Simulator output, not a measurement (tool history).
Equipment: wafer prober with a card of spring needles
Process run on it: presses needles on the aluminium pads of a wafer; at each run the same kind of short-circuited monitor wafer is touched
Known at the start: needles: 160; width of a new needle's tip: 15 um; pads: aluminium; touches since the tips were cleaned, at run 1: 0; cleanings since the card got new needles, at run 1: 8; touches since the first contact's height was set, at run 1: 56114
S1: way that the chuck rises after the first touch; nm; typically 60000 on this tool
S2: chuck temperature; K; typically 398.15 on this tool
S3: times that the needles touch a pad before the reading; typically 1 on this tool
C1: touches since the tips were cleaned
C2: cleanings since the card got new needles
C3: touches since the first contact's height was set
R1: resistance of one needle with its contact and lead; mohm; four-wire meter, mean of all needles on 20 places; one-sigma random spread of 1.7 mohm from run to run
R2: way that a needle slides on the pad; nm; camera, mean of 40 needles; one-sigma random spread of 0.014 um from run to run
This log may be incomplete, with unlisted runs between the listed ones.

Run 1, hour 0: usual settings; C1 0; C2 8; C3 56114. Result: R1 170 mohm, R2 8880 nm.
Run 2, hour 5.7: usual settings; C1 2276; C2 8; C3 58390. Result: R1 169 mohm, R2 8860 nm.
Run 3, hour 12.3: usual settings; C1 4869; C2 8; C3 60983. Result: R1 169 mohm, R2 8870 nm.
At hour 16.3: tips cleaned on abrasive film.
Run 4, hour 21.8: usual settings; C1 2216; C2 9; C3 64737. Result: R1 165 mohm, R2 8880 nm.
Run 5, hour 27.9: usual settings; C1 4634; C2 9; C3 67155. Result: R1 168 mohm, R2 8870 nm.
At hour 32.3: tips cleaned on abrasive film.
Run 6, hour 33.5: usual settings but S1 67000 nm; C1 485; C2 10; C3 69327. Result: R1 168 mohm, R2 9900 nm.
Run 7, hour 43.9: usual settings; C1 4603; C2 10; C3 73445. Result: R1 170 mohm, R2 8880 nm.
At hour 48.2: tips cleaned on abrasive film.
Run 8, hour 50.7: usual settings but S3 2; C1 991; C2 11; C3 76085. Result: R1 171 mohm, R2 8900 nm.
Run 9, hour 57: usual settings but S3 2; C1 3509; C2 11; C3 78603. Result: R1 167 mohm, R2 8920 nm.
At hour 64.2: tips cleaned on abrasive film.
Run 10, hour 64.3: usual settings but S3 2; C1 46; C2 12; C3 81470. Result: R1 166 mohm, R2 8930 nm.
Run 11, hour 70.2: usual settings but S3 2; C1 2381; C2 12; C3 83805. Result: R1 167 mohm, R2 8920 nm.
Run 12, hour 76.7: usual settings but S3 2; C1 4928; C2 12; C3 86352. Result: R1 172 mohm, R2 8920 nm.
At hour 79.8: tips cleaned on abrasive film.
Run 13, hour 82.1: usual settings but S3 2; C1 920; C2 13; C3 88481. Result: R1 171 mohm, R2 8920 nm.
Run 14, hour 92.6: usual settings but S3 2; C1 5082; C2 13; C3 92643. Result: R1 168 mohm, R2 8940 nm.
At hour 95.8: tips cleaned on abrasive film.
Run 15, hour 98.9: usual settings but S3 2; C1 1215; C2 14; C3 95076. Result: R1 170 mohm, R2 8960 nm.
Run 16, hour 107.8: usual settings but S3 2; C1 4761; C2 14; C3 98622. Result: R1 167 mohm, R2 8970 nm.
At hour 111.6: tips cleaned on abrasive film.
Run 17, hour 116.9: usual settings but S3 2; C1 2084; C2 15; C3 102173. Result: R1 168 mohm, R2 8930 nm.
Run 18, hour 123.6: usual settings; C1 4746; C2 15; C3 104835. Result: R1 169 mohm, R2 8950 nm.
At hour 127.2: tips cleaned on abrasive film.
Run 19, hour 131.5: usual settings but S1 45000 nm, S2 307.15 K; C1 1713; C2 16; C3 107937. Result: R1 156 mohm, R2 6750 nm.
At hour 142.8: tips cleaned on abrasive film.
Run 20, hour 142.8: usual settings but S1 45000 nm, S2 307.15 K; C1 0; C2 17; C3 112383. Result: R1 159 mohm, R2 6710 nm.
Run 21, hour 152.7: usual settings but S1 45000 nm, S2 307.15 K; C1 3913; C2 17; C3 116296. Result: R1 159 mohm, R2 6710 nm.
At hour 158.4: tips cleaned on abrasive film.
Run 22, hour 162: usual settings but S1 45000 nm, S2 299.15 K; C1 1446; C2 18; C3 119959. Result: R1 155 mohm, R2 6720 nm.
Run 23, hour 171: usual settings but S1 43000 nm, S2 380.15 K, S3 3; C1 5004; C2 18; C3 123517. Result: R1 171 mohm, R2 6420 nm.
At hour 174.2: tips cleaned on abrasive film.
Run 24, hour 181.3: usual settings but S1 43000 nm, S2 300.15 K, S3 3; C1 2836; C2 19; C3 127575. Result: R1 158 mohm, R2 6440 nm.
Run 25, hour 187.6: usual settings but S1 62000 nm; C1 5337; C2 19; C3 130076. Result: R1 169 mohm, R2 9290 nm.
At hour 189.7: tips cleaned on abrasive film.
Run 26, hour 196.9: usual settings but S1 62000 nm; C1 2824; C2 20; C3 133702. Result: R1 169 mohm, R2 9310 nm.
Run 27, hour 204: usual settings but S1 62000 nm; C1 5644; C2 20; C3 136522. Result: R1 167 mohm, R2 9260 nm.
At hour 205.5: tips cleaned on abrasive film.
Run 28, hour 212: usual settings but S1 55000 nm; C1 2550; C2 21; C3 139646. Result: R1 168 mohm, R2 8260 nm.
Run 29, hour 218.2: usual settings but S1 43000 nm, S2 318.15 K, S3 3; C1 5041; C2 21; C3 142137. Result: R1 156 mohm, R2 6450 nm.
At hour 221.2: tips cleaned on abrasive film.
Run 30, hour 227.8: usual settings but S3 2; C1 2619; C2 22; C3 145886. Result: R1 167 mohm, R2 9010 nm.
At hour 231.3: height of the first contact set anew.
Run 31, hour 233: usual settings but S2 346.15 K; C1 4558; C2 22; C3 660. Result: R1 159 mohm, R2 9010 nm.
At hour 237.7: tips cleaned on abrasive film.
Run 32, hour 240.9: usual settings but S1 77000 nm; C1 1261; C2 23; C3 3758. Result: R1 166 mohm, R2 11580 nm.
Run 33, hour 250.3: usual settings but S1 77000 nm, S3 2; C1 5004; C2 23; C3 7501. Result: R1 165 mohm, R2 11590 nm.
At hour 253.3: tips cleaned on abrasive film.
Run 34, hour 257.8: usual settings but S1 77000 nm, S3 2; C1 1762; C2 24; C3 10417. Result: R1 164 mohm, R2 11590 nm.
Run 35, hour 264.7: usual settings but S1 77000 nm, S2 342.15 K, S3 2; C1 4515; C2 24; C3 13170. Result: R1 157 mohm, R2 11610 nm.

Predict each of these 3 candidate next runs independently; none follows another, all start after run 35:
At hour 269.1: tips cleaned on abrasive film.
Run A, hour 275.8: usual settings but S1 77000 nm, S2 307.15 K, S3 2; C1 2667; C2 25; C3 17528. Result: R1 ?, R2 ?.
At hour 269.1: tips cleaned on abrasive film.
Run B, hour 275.8: usual settings but S1 61000 nm, S2 347.15 K, S3 2; C1 2667; C2 25; C3 17528. Result: R1 ?, R2 ?.
At hour 269.1: tips cleaned on abrasive film.
Run C, hour 275.8: usual settings but S1 78000 nm, S2 342.15 K, S3 2; C1 2667; C2 25; C3 17528. Result: R1 ?, R2 ?.

run   R1     R2
  A  151  11610
  B  160   9220
  C  155  11780
With no hidden state in the tool, these same runs would have given:
run   R1     R2
  A  151  11370
  B  160   9030
  C  154  11530
